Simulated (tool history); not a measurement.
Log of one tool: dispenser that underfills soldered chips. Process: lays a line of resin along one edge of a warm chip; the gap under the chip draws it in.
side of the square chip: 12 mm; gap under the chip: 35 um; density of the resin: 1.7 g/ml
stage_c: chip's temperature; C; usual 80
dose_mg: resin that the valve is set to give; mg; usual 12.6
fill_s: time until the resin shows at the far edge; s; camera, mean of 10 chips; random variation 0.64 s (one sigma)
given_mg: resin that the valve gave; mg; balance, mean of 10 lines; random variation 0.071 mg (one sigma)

run,hour,stage_c,dose_mg,fill_s,given_mg
1,0.0,80,12.6,58.9,12.50
2,4.3,80,12.6,66.9,12.42
# hour 10.5: new syringe of resin
3,12.3,80,11.5,63.5,11.26
4,18.0,80,11.5,73.1,11.17
# hour 21.3: new syringe of resin
5,25.3,80,11.5,67.5,11.17
6,30.5,80,11.5,76.7,11.17
# hour 32.3: new syringe of resin
7,36.3,76,12.6,73.7,12.26
8,39.6,66,12.6,109.4,12.16
# hour 43.4: new syringe of resin
9,44.0,66,11.6,93.2,11.16
10,49.1,80,12.6,68.6,12.02
# hour 54.7: new syringe of resin
11,57.2,80,12.6,64.4,12.07
12,63.9,80,12.6,76.9,12.04
# hour 65.9: new syringe of resin
13,68.1,80,12.6,62.2,11.96
14,75.7,83,12.6,69.9,11.78
# hour 76.8: new syringe of resin
15,81.5,95,12.6,43.3,11.88
16,85.0,80,12.6,73.4,11.82
# hour 87.7: new syringe of resin
17,89.0,80,15.0,61.7,14.16
18,96.7,80,15.0,73.5,14.01
# hour 98.6: new syringe of resin
19,104.7,80,15.0,67.7,13.87
# hour 109.6: new syringe of resin
20,110.8,83,14.0,54.5,12.95
21,118.4,80,12.9,74.3,11.74
# hour 121.0: new syringe of resin
22,122.7,80,12.9,61.0,11.86
23,129.1,80,11.6,74.9,10.65
# hour 132.2: new syringe of resin
24,133.1,77,15.5,63.5,14.13
25,139.7,77,15.5,77.3,14.15
# hour 143.2: new syringe of resin
26,146.9,92,11.9,49.5,10.74
# hour 154.0: new syringe of resin
27,155.0,85,11.0,55.1,9.97
28,159.6,85,11.0,62.4,9.93
# hour 161.4: dispensing valve cleaned and set on the balance
# hour 166.0: new syringe of resin
29,166.3,76,11.5,67.0,11.51
30,171.9,83,14.0,62.0,13.90
# hour 176.8: new syringe of resin
31,179.1,83,14.0,56.7,13.87
32,186.8,81,14.4,72.1,14.27
# hour 188.1: new syringe of resin
33,193.4,77,14.1,72.8,13.81
# hour 198.9: new syringe of resin
34,201.0,78,14.9,64.0,14.53
35,208.3,78,14.9,77.2,14.54
# hour 210.0: new syringe of resin
36,214.2,78,14.9,68.9,14.50

Forecast each of these 4 alternatives for the next run:
A,217.9,80,14.5,?,?
B,217.9,75,12.5,?,?
C,217.9,84,13.4,?,?
D,217.9,93,13.8,?,?

run,fill_s,given_mg
A,71.1,14.04
B,86.0,12.14
C,64.7,12.96
D,50.4,13.48
Without the tool's hidden state the same runs would have given:
run,fill_s,given_mg
A,54.1,14.49
B,65.1,12.53
C,49.1,13.38
D,38.4,13.92

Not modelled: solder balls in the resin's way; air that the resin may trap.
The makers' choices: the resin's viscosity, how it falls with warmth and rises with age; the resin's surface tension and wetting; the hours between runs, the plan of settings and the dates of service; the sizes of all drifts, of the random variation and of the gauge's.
